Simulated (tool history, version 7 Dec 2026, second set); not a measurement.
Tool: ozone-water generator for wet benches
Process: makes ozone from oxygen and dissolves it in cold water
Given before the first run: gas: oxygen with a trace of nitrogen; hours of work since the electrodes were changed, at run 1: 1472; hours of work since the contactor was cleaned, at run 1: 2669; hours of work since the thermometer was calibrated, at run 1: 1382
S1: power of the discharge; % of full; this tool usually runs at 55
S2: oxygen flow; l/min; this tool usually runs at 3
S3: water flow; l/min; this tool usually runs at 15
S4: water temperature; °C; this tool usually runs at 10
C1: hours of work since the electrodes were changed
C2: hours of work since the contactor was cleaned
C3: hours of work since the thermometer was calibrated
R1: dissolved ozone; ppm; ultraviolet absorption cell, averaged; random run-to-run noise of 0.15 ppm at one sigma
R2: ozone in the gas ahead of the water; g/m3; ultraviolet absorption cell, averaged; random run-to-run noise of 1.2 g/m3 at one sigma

run 1 day=0 | S1=55 S2=3 S3=15 S4=10 | C1=1472 C2=2669 C3=1382 | R1=17.2 R2=222
run 2 day=3.725 | S1=55 S2=3 S3=15 S4=10 | C1=1545 C2=2742 C3=1455 | R1=17.4 R2=221.2
run 3 day=5.558 | S1=55 S2=3 S3=15 S4=10 | C1=1581 C2=2778 C3=1491 | R1=17.7 R2=224.5
run 4 day=8.188 | S1=55 S2=3 S3=15 S4=10 | C1=1632 C2=2830 C3=1543 | R1=17.6 R2=221.2
run 5 day=9.729 | S1=55 S2=3 S3=15 S4=10 | C1=1663 C2=2860 C3=1573 | R1=17.4 R2=225.4
run 6 day=13.033 | S1=77 S2=3 S3=15 S4=10 | C1=1728 C2=2925 C3=1638 | R1=21.2 R2=269.3
run 7 day=15.433 | S1=77 S2=3 S3=15 S4=10 | C1=1775 C2=2972 C3=1685 | R1=21.5 R2=267.9
run 8 day=17.008 | S1=41 S2=3 S3=15 S4=10 | C1=1806 C2=3003 C3=1716 | R1=14.9 R2=187.7
run 9 day=18.633 | S1=41 S2=3 S3=15 S4=9 | C1=1838 C2=3035 C3=1748 | R1=14.9 R2=186.3
run 10 day=21.496 | S1=55 S2=2.04 S3=15 S4=10 | C1=1894 C2=3091 C3=1804 | R1=15.2 R2=260.2
run 11 day=24.067 | S1=55 S2=2.04 S3=15 S4=10 | C1=1944 C2=3142 C3=1855 | R1=15.4 R2=258.1
run 12 day=26.129 | S1=55 S2=2.04 S3=15 S4=10 | C1=1985 C2=3182 C3=1895 | R1=15.5 R2=259.3
run 13 day=29.671 | S1=55 S2=2.04 S3=15 S4=10 | C1=2055 C2=3252 C3=1965 | R1=15.7 R2=257.3
run 14 day=33.008 | S1=55 S2=2.04 S3=15 S4=10 | C1=2120 C2=3318 C3=2030 | R1=15.6 R2=257.5
run 15 day=35.6 | S1=55 S2=3 S3=15 S4=9 | C1=2171 C2=3368 C3=2081 | R1=17.7 R2=220.6
run 16 day=37.304 | S1=55 S2=3 S3=15 S4=9 | C1=2205 C2=3402 C3=2115 | R1=17.3 R2=221.5
run 17 day=39.721 | S1=55 S2=3 S3=15 S4=9 | C1=2252 C2=3449 C3=2162 | R1=17.8 R2=220.9
run 18 day=43.1 | S1=44 S2=3 S3=15 S4=10 | C1=2318 C2=3516 C3=2229 | R1=15.3 R2=196.1
run 19 day=46.629 | S1=44 S2=3 S3=15 S4=10 | C1=2388 C2=3585 C3=2298 | R1=15.5 R2=195
run 20 day=48.329 | S1=55 S2=3 S3=19 S4=10 | C1=2421 C2=3619 C3=2332 | R1=13.6 R2=222.7
run 21 day=51.533 | S1=55 S2=3 S3=19 S4=10 | C1=2484 C2=3681 C3=2394 | R1=13.4 R2=221.9
run 22 day=53.429 | S1=46 S2=3 S3=15 S4=15 | C1=2521 C2=3719 C3=2432 | R1=14.9 R2=197.5
run 23 day=56.167 | S1=64 S2=3.44 S3=17 S4=11 | C1=2575 C2=3773 C3=2486 | R1=17.5 R2=229.1
run 24 day=58.938 | S1=64 S2=1.58 S3=17 S4=11 | C1=2630 C2=3827 C3=2540 | R1=13.1 R2=307.8
run 25 day=62.221 | S1=55 S2=3 S3=13 S4=6 | C1=2694 C2=3891 C3=2604 | R1=21.3 R2=220.9
run 26 day=65.896 | S1=86 S2=3 S3=13 S4=6 | C1=2766 C2=3964 C3=2677 | R1=27.3 R2=285.6
run 27 day=67.658 | S1=86 S2=3 S3=13 S4=6 | C1=2801 C2=3998 C3=2711 | R1=27.6 R2=284.4
run 28 day=70.267 | S1=52 S2=3 S3=19 S4=10 | C1=2852 C2=4050 C3=2763 | R1=13.2 R2=215.1
run 29 day=73.921 | S1=52 S2=3 S3=19 S4=10 | C1=2924 C2=4121 C3=2834 | R1=13.1 R2=213.6
run 30 day=75.988 | S1=52 S2=1.83 S3=19 S4=12 | C1=2965 C2=4162 C3=2875 | R1=10.6 R2=260.3
run 31 day=78.092 | S1=52 S2=1.83 S3=19 S4=12 | C1=3006 C2=4203 C3=2916 | R1=10.5 R2=260.6
run 32 day=79.783 | S1=49 S2=2.61 S3=14 S4=11 | C1=3039 C2=4237 C3=2949 | R1=16.8 R2=220.2
run 33 day=82.875 | S1=49 S2=4 S3=18 S4=11 | C1=3100 C2=4297 C3=3010 | R1=14.4 R2=183.9
-- day=85.371 contactor cleaned
run 34 day=86.054 | S1=55 S2=2.79 S3=11 S4=8 | C1=3159 C2=13 C3=3069 | R1=23.6 R2=227.4

3 options for the next run, each taken on its own from the tool as it stands now. Forecast them:
run A day=88.058 | S1=55 S2=3 S3=15 S4=14 | C1=3199 C2=53 C3=3109 | R1=? R2=?
run B day=88.058 | S1=55 S2=2.8 S3=12 S4=6 | C1=3199 C2=53 C3=3109 | R1=? R2=?
run C day=88.058 | S1=48 S2=3 S3=16 S4=16 | C1=3199 C2=53 C3=3109 | R1=? R2=?

run=A R1=16.8 R2=220.1
run=B R1=22.7 R2=227.6
run=C R1=14.4 R2=204.1
What these runs would have given with no unlogged condition in the tool:
run=A R1=16.8 R2=220.3
run=B R1=22.7 R2=227.9
run=C R1=14.4 R2=204.3
